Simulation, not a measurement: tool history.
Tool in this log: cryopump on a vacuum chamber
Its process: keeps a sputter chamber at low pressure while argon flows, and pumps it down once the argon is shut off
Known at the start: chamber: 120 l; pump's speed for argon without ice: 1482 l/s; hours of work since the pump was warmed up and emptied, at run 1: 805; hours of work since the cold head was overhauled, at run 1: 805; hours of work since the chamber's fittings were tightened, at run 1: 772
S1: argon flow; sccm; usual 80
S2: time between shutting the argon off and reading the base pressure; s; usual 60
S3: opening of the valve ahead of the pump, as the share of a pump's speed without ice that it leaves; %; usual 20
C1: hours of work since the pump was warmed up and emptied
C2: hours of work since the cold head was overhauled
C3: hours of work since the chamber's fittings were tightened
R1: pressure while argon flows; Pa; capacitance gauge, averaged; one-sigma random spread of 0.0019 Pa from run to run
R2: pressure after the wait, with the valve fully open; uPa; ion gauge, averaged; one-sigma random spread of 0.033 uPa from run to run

run,day,S1,S2,S3,C1,C2,C3,R1,R2
1,0,80,60,20,805,805,772,0.476,2.92
2,2.508,147,60,20,842,842,809,0.8693,2.99
3,4.796,147,60,20,876,876,842,0.8761,2.95
4,7.142,147,60,17,911,911,877,1.0281,3.13
5,9.562,147,78,17,946,946,913,1.0211,2.81
# day 10.479: pump warmed up, emptied and cooled again
6,10.871,147,78,17,6,963,929,0.9884,2.49
7,13.417,80,60,16,43,1000,967,0.5734,2.95
8,14.621,80,60,20,61,1018,985,0.4572,2.96
9,16.917,80,119,20,95,1052,1019,0.4592,2.27
10,18.612,80,119,20,120,1077,1044,0.4588,2.35
11,20.9,80,60,18,154,1111,1077,0.5148,3.02
12,22.288,112,26,34,174,1131,1098,0.3816,5.09
13,24.654,61,36,34,209,1166,1133,0.2088,4.18
14,27.275,55,60,45,248,1205,1172,0.1427,3.28
15,28.583,55,60,45,268,1224,1191,0.1441,3.29
16,30.454,123,154,17,295,1252,1219,0.8386,2.44
17,32.588,80,238,18,327,1284,1250,0.5158,2.17
18,33.725,80,60,32,344,1300,1267,0.2922,3.38
19,34.854,80,28,20,360,1317,1284,0.4628,5.05

4 options for the next run, each taken on its own from the tool as it stands now. Forecast them:
A,37.296,81,51,20,396,1353,1320,?,?
B,37.296,101,28,29,396,1353,1320,?,?
C,37.296,80,28,25,396,1353,1320,?,?
D,37.296,84,60,20,396,1353,1320,?,?

run,R1,R2
A,0.4708,3.76
B,0.4104,5.13
C,0.3755,5.16
D,0.4874,3.55
What these runs would have given with no unlogged condition in the tool:
run,R1,R2
A,0.4616,1.97
B,0.3989,3.37
C,0.3664,3.39
D,0.4779,1.75
